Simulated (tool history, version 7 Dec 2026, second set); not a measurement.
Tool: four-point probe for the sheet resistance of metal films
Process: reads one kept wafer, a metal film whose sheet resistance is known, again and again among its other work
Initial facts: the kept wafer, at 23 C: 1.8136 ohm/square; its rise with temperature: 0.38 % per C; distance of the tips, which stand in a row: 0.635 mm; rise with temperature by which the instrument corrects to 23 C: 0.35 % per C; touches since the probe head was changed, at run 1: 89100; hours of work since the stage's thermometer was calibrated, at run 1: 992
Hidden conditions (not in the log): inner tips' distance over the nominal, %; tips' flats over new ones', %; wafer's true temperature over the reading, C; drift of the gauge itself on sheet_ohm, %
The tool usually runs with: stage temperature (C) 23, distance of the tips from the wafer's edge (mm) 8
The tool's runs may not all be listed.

| run | day | stage temperature (C) | distance of the tips from the wafer's edge (mm) | touches since the probe head was changed | hours of work since the stage's thermometer was calibrated | sheet resistance as the instrument gives it (ohm/square) |
|---|---|---|---|---|---|---|
| 1 | 0 | 23 | 8 | 89100 | 992 | 1.798287 |
| 2 | 3.146 | 23 | 8 | 90933 | 1052 | 1.797818 |
| 3 | 5.483 | 23 | 6 | 92296 | 1096 | 1.802382 |
| 4 | 7.662 | 23 | 6 | 93566 | 1138 | 1.801656 |
| 5 | 9.817 | 23 | 5 | 94821 | 1179 | 1.806372 |
| 6 | 13.871 | 23 | 5 | 97185 | 1256 | 1.806583 |
| 7 | 17.033 | 23 | 5 | 99027 | 1316 | 1.806416 |
| 8 | 21.2 | 23 | 8 | 101456 | 1395 | 1.796182 |
| 9 | 23.817 | 23 | 8 | 102980 | 1445 | 1.79514 |
| 10 | 28.529 | 23 | 8 | 105728 | 1535 | 1.795105 |
| 11 | 31.317 | 25 | 8 | 107352 | 1588 | 1.795768 |
|  | 33.85 | stage's thermometer calibrated |
| 12 | 35.358 | 25 | 8 | 109697 | 29 | 1.79644 |
| 13 | 39.112 | 25 | 8 | 111884 | 100 | 1.796149 |
| 14 | 42.467 | 30 | 8 | 113840 | 164 | 1.798422 |
| 15 | 44.975 | 30 | 8 | 115301 | 212 | 1.798865 |
| 16 | 46.971 | 30 | 8 | 116464 | 250 | 1.79752 |
| 17 | 51.012 | 33 | 8 | 118818 | 327 | 1.799849 |
| 18 | 55.258 | 29 | 12 | 121295 | 407 | 1.793326 |
| 19 | 60.158 | 19 | 5 | 124149 | 501 | 1.800463 |
| 20 | 62.958 | 26 | 5 | 125783 | 554 | 1.803729 |
| 21 | 67.462 | 26 | 5 | 128407 | 640 | 1.804113 |
| 22 | 71.488 | 31 | 3 | 130752 | 716 | 1.83238 |
| 23 | 74.229 | 31 | 3 | 132351 | 768 | 1.832076 |
| 24 | 76.717 | 31 | 34 | 133800 | 816 | 1.790185 |
| 25 | 81.254 | 34 | 8 | 136446 | 902 | 1.79685 |
| 26 | 83.267 | 34 | 8 | 137618 | 940 | 1.796516 |
| 27 | 86.283 | 31 | 10 | 139377 | 998 | 1.792929 |
| 28 | 90.238 | 29 | 18 | 141682 | 1073 | 1.787833 |
| 29 | 94.758 | 29 | 18 | 144315 | 1159 | 1.788599 |
|  | 97.167 | new probe head fitted |
| 30 | 97.283 | 32 | 11 | 67 | 1206 | 1.825092 |
| 31 | 99.642 | 23 | 23 | 1443 | 1251 | 1.817201 |
| 32 | 103.546 | 19 | 56 | 3719 | 1325 | 1.813101 |
| 33 | 106.642 | 33 | 3 | 5523 | 1384 | 1.863503 |

Each row is a separate what-if for the run after 33, all from the same tool condition, not one after another. Results?
| A | 108.729 | 33 | 4 | 6739 | 1424 | ? |
| B | 108.729 | 34 | 8 | 6739 | 1424 | ? |
| C | 108.729 | 26 | 3 | 6739 | 1424 | ? |
| D | 108.729 | 18 | 29 | 6739 | 1424 | ? |
| E | 108.729 | 20 | 8 | 6739 | 1424 | ? |

| run | sheet resistance as the instrument gives it (ohm/square) |
|---|---|
| A | 1.845158 |
| B | 1.827225 |
| C | 1.85981 |
| D | 1.813199 |
| E | 1.819946 |
Without the tool's unlogged condition, the same runs would have read:
| run | sheet resistance as the instrument gives it (ohm/square) |
|---|---|
| A | 1.843346 |
| B | 1.825422 |
| C | 1.858034 |
| D | 1.811515 |
| E | 1.818243 |
